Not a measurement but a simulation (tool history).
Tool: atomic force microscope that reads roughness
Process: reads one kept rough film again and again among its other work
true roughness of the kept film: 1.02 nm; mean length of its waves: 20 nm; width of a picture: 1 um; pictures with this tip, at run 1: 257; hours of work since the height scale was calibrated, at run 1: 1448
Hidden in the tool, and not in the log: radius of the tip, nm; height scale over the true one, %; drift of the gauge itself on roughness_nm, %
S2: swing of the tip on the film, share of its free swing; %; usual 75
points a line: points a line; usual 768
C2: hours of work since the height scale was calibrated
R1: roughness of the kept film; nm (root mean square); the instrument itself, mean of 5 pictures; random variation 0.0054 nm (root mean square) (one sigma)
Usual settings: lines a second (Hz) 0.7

{"run": 1, "hour": 0.0, "lines a second (Hz)": 0.7, "S2": 75, "points a line": 768, "pictures with this tip": 257, "C2": 1448, "R1": 0.817}
{"hour": 19.3, "done": "new tip fitted"}
{"run": 2, "hour": 55.3, "lines a second (Hz)": 0.7, "S2": 75, "points a line": 768, "pictures with this tip": 39, "C2": 1475, "R1": 0.908}
{"run": 3, "hour": 116.5, "lines a second (Hz)": 0.7, "S2": 75, "points a line": 768, "pictures with this tip": 105, "C2": 1504, "R1": 0.882}
{"run": 4, "hour": 190.4, "lines a second (Hz)": 0.7, "S2": 75, "points a line": 463, "pictures with this tip": 184, "C2": 1540, "R1": 0.833}
{"run": 5, "hour": 255.8, "lines a second (Hz)": 0.7, "S2": 75, "points a line": 768, "pictures with this tip": 255, "C2": 1572, "R1": 0.822}
{"hour": 278.0, "done": "new tip fitted"}
{"run": 6, "hour": 304.6, "lines a second (Hz)": 0.7, "S2": 69, "points a line": 768, "pictures with this tip": 29, "C2": 1595, "R1": 0.932}
{"run": 7, "hour": 379.2, "lines a second (Hz)": 0.7, "S2": 75, "points a line": 768, "pictures with this tip": 109, "C2": 1632, "R1": 0.884}
{"run": 8, "hour": 420.9, "lines a second (Hz)": 0.7, "S2": 75, "points a line": 768, "pictures with this tip": 154, "C2": 1652, "R1": 0.859}
{"run": 9, "hour": 475.1, "lines a second (Hz)": 0.7, "S2": 75, "points a line": 768, "pictures with this tip": 212, "C2": 1678, "R1": 0.839}
{"run": 10, "hour": 515.9, "lines a second (Hz)": 0.7, "S2": 75, "points a line": 768, "pictures with this tip": 256, "C2": 1698, "R1": 0.813}
{"hour": 536.3, "done": "new tip fitted"}
{"run": 11, "hour": 586.4, "lines a second (Hz)": 0.7, "S2": 75, "points a line": 768, "pictures with this tip": 54, "C2": 1732, "R1": 0.912}
{"run": 12, "hour": 661.6, "lines a second (Hz)": 1.695, "S2": 75, "points a line": 768, "pictures with this tip": 134, "C2": 1768, "R1": 0.817}
{"run": 13, "hour": 719.9, "lines a second (Hz)": 1.695, "S2": 75, "points a line": 768, "pictures with this tip": 197, "C2": 1796, "R1": 0.804}
{"hour": 725.4, "done": "height scale calibrated on a step standard"}
{"hour": 799.1, "done": "new tip fitted"}
{"run": 14, "hour": 802.8, "lines a second (Hz)": 1.695, "S2": 75, "points a line": 768, "pictures with this tip": 4, "C2": 37, "R1": 0.888}
{"run": 15, "hour": 881.5, "lines a second (Hz)": 1.695, "S2": 75, "points a line": 768, "pictures with this tip": 88, "C2": 75, "R1": 0.848}
{"run": 16, "hour": 965.7, "lines a second (Hz)": 1.695, "S2": 75, "points a line": 768, "pictures with this tip": 179, "C2": 116, "R1": 0.794}
{"run": 17, "hour": 1007.0, "lines a second (Hz)": 1.695, "S2": 75, "points a line": 768, "pictures with this tip": 224, "C2": 136, "R1": 0.785}
{"hour": 1062.1, "done": "height scale calibrated on a step standard, once more"}
{"hour": 1062.6, "done": "new tip fitted"}
{"run": 18, "hour": 1073.5, "lines a second (Hz)": 1.695, "S2": 75, "points a line": 768, "pictures with this tip": 11, "C2": 5, "R1": 0.857}

Forecast run 19:
{"run": 19, "hour": 1141.1, "lines a second (Hz)": 1.695, "S2": 75, "points a line": 768, "pictures with this tip": 84, "C2": 38, "R1": "?"}

Run 19 gave R1 0.839 nm (root mean square).
Without the tool's hidden state the same run would have given R1 0.879 nm (root mean square).
